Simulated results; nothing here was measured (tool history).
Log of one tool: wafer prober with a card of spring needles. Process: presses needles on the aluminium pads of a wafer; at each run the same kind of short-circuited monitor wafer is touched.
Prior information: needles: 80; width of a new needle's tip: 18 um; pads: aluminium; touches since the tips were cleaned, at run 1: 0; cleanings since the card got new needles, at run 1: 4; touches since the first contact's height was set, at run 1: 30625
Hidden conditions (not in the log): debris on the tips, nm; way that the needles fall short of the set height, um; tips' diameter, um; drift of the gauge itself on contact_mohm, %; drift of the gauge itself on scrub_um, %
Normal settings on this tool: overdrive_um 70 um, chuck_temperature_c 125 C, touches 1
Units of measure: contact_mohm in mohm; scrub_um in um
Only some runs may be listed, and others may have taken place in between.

run,day,overdrive_um,chuck_temperature_c,touches,touches since the tips were cleaned,cleanings since the card got new needles,touches since the first contact's height was set,contact_mohm,scrub_um
1,0,70,125,1,0,4,30625,302,15.16
2,0.521,70,125,1,1805,4,32430,356,15.15
3,1.225,70,125,1,4254,4,34879,377,15.24
4,1.75,70,125,1,6086,4,36711,375,15.12
# day 1.917: tips cleaned on abrasive film
5,2.246,67,125,1,1147,5,38414,344,14.41
6,2.95,60,125,1,3598,5,40865,399,12.96
7,3.579,60,125,1,5784,5,43051,399,12.95
# day 3.85: tips cleaned on abrasive film
8,4.2,60,125,1,1212,6,45184,365,12.97
9,4.8,70,125,1,3303,6,47275,370,15.16
10,5.496,70,125,1,5712,6,49684,380,15.25
# day 5.812: tips cleaned on abrasive film
11,6.096,70,125,1,981,7,51761,341,15.05
12,6.95,70,125,1,3944,7,54724,377,14.99
13,7.538,78,125,1,5991,7,56771,363,16.74
# day 7.717: tips cleaned on abrasive film
14,8.217,70,125,2,1740,8,59122,338,15.03
15,8.579,70,125,1,2987,8,60369,365,15.07
16,9.054,70,125,1,4638,8,62020,374,15.02
# day 9.658: tips cleaned on abrasive film
17,9.658,70,124,1,0,9,64105,304,15.06
18,10.067,70,58,2,1425,9,65530,316,15.03
19,10.829,70,58,2,4073,9,68178,327,15.04
20,11.525,70,58,2,6483,9,70588,334,15.03
# day 11.608: tips cleaned on abrasive film
21,12.15,79,45,3,1887,10,72753,296,17.03
22,13.017,79,45,3,4896,10,75762,302,17.03
# day 13.104: height of the first contact set anew
23,13.442,79,45,3,6332,10,1171,299,16.86

Estimate the outcome of run 24 from the log above:
# day 13.583: tips cleaned on abrasive film
24,14.021,59,68,3,1519,11,3170,?,?

Run 24 gave contact_mohm 314 mohm, scrub_um 12.48 um.
With no hidden state in the tool, this same run would have given contact_mohm 284 mohm, scrub_um 12.84 um.

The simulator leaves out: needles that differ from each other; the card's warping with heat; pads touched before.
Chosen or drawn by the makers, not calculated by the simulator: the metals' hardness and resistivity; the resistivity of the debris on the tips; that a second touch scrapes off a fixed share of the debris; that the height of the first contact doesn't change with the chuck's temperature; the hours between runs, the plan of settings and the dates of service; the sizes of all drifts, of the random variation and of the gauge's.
